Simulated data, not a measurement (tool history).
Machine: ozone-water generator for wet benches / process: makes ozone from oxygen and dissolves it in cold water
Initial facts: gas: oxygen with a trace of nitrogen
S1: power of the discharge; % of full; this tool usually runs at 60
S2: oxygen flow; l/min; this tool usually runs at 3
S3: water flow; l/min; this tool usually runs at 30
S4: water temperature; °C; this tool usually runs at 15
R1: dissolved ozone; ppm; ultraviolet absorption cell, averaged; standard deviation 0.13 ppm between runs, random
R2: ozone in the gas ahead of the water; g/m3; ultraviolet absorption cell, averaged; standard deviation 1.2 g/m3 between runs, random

run 1 hour=0 | S1=60 S2=3 S3=30 S4=15 | R1=14.2 R2=216
run 2 hour=82.5 | S1=68 S2=3 S3=30 S4=15 | R1=16 R2=241.3
run 3 hour=141.1 | S1=60 S2=3 S3=30 S4=15 | R1=14.4 R2=213.6
run 4 hour=177.9 | S1=60 S2=3 S3=30 S4=15 | R1=14.1 R2=213.6
run 5 hour=219.6 | S1=60 S2=3 S3=30 S4=15 | R1=14.4 R2=215.4
run 6 hour=275.6 | S1=60 S2=3 S3=30 S4=15 | R1=14.3 R2=216
run 7 hour=317.6 | S1=60 S2=4.17 S3=30 S4=15 | R1=15.6 R2=180.7
run 8 hour=395.9 | S1=60 S2=1.9 S3=30 S4=15 | R1=12.1 R2=269.8
run 9 hour=460.6 | S1=66 S2=1.9 S3=30 S4=15 | R1=13.2 R2=291.3
run 10 hour=544.1 | S1=66 S2=1.9 S3=30 S4=15 | R1=13.2 R2=290.5
run 11 hour=603 | S1=66 S2=1.9 S3=30 S4=15 | R1=13.5 R2=294.4
-- hour=609.8 water thermometer calibrated
run 12 hour=651 | S1=66 S2=1.9 S3=30 S4=15 | R1=13.4 R2=291.4
run 13 hour=696.6 | S1=50 S2=3 S3=30 S4=15 | R1=12.2 R2=180.7
run 14 hour=769.7 | S1=50 S2=3 S3=45 S4=15 | R1=8 R2=182.7
run 15 hour=807.7 | S1=60 S2=3 S3=30 S4=15 | R1=14.3 R2=215.7
run 16 hour=846.3 | S1=60 S2=3 S3=30 S4=15 | R1=14.3 R2=209.5
run 17 hour=911 | S1=60 S2=3 S3=30 S4=15 | R1=14.1 R2=212.6

Run 18 has not been measured yet. What should we expect?
run 18 hour=961.8 | S1=60 S2=3 S3=38 S4=15 | R1=? R2=?

Run 18 gave R1 11.3 ppm, R2 214.8 g/m3.
With no hidden state in the tool, this same run would have given R1 11.6 ppm, R2 218.3 g/m3.

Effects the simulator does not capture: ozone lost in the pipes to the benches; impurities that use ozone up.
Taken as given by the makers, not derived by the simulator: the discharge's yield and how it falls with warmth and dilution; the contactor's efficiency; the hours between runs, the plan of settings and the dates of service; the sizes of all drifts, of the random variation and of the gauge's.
